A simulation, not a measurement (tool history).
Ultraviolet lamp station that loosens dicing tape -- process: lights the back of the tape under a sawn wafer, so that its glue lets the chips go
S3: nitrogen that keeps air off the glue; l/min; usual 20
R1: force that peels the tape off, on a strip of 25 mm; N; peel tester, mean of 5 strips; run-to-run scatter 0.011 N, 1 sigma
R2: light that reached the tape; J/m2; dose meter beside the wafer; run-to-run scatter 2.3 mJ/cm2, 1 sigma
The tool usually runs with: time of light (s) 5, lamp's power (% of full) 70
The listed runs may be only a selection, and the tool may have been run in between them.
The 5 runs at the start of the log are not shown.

Run 6, hour 211.9: usual settings but lamp's power (% of full) 98. Result: R1 0.453 N, R2 2570 J/m2.
Run 7, hour 254.2: usual settings but lamp's power (% of full) 98. Result: R1 0.466 N, R2 2550 J/m2.
Run 8, hour 284.2: usual settings but lamp's power (% of full) 98. Result: R1 0.476 N, R2 2560 J/m2.
Run 9, hour 314.9: usual settings. Result: R1 0.85 N, R2 1800 J/m2.
Run 10, hour 346.4: usual settings but S3 26 l/min. Result: R1 0.769 N, R2 1780 J/m2.
At hour 369.3: window cleaned of glue's vapour.
Run 11, hour 373.6: usual settings but S3 26 l/min. Result: R1 0.904 N, R2 1650 J/m2.
Run 12, hour 416.1: usual settings but S3 26 l/min. Result: R1 0.887 N, R2 1600 J/m2.
Run 13, hour 440.9: usual settings but S3 26 l/min. Result: R1 0.904 N, R2 1580 J/m2.
Run 14, hour 466.6: usual settings but S3 26 l/min. Result: R1 0.954 N, R2 1590 J/m2.
Run 15, hour 513: usual settings but time of light (s) 4, S3 26 l/min. Result: R1 1.209 N, R2 1260 J/m2.
Run 16, hour 540: usual settings but time of light (s) 4, S3 26 l/min. Result: R1 1.233 N, R2 1250 J/m2.
Run 17, hour 569.1: usual settings but lamp's power (% of full) 73. Result: R1 0.965 N, R2 1620 J/m2.
Run 18, hour 596.8: usual settings but lamp's power (% of full) 73. Result: R1 1.026 N, R2 1610 J/m2.
At hour 621.5: window cleaned of glue's vapour, once more.
Run 19, hour 627: usual settings but lamp's power (% of full) 73. Result: R1 0.641 N, R2 2130 J/m2.
Run 20, hour 671: usual settings but lamp's power (% of full) 73. Result: R1 0.631 N, R2 2100 J/m2.
Run 21, hour 692.5: usual settings but lamp's power (% of full) 73. Result: R1 0.643 N, R2 2090 J/m2.
Run 22, hour 739.5: usual settings but lamp's power (% of full) 61, S3 35 l/min. Result: R1 0.751 N, R2 1710 J/m2.
Run 23, hour 785.7: usual settings but time of light (s) 2, lamp's power (% of full) 95. Result: R1 1.618 N, R2 1090 J/m2.

Estimate the outcome of run 24 from the log above:
Run 24, hour 815.2: usual settings but time of light (s) 6, lamp's power (% of full) 100, S3 10 l/min. Result: R1 ?, R2 ?.

Run 24 came out at R1 0.371 N, R2 3320 J/m2.
Minus the tool's unlogged condition, the same run would have read R1 0.252 N, R2 4120 J/m2.
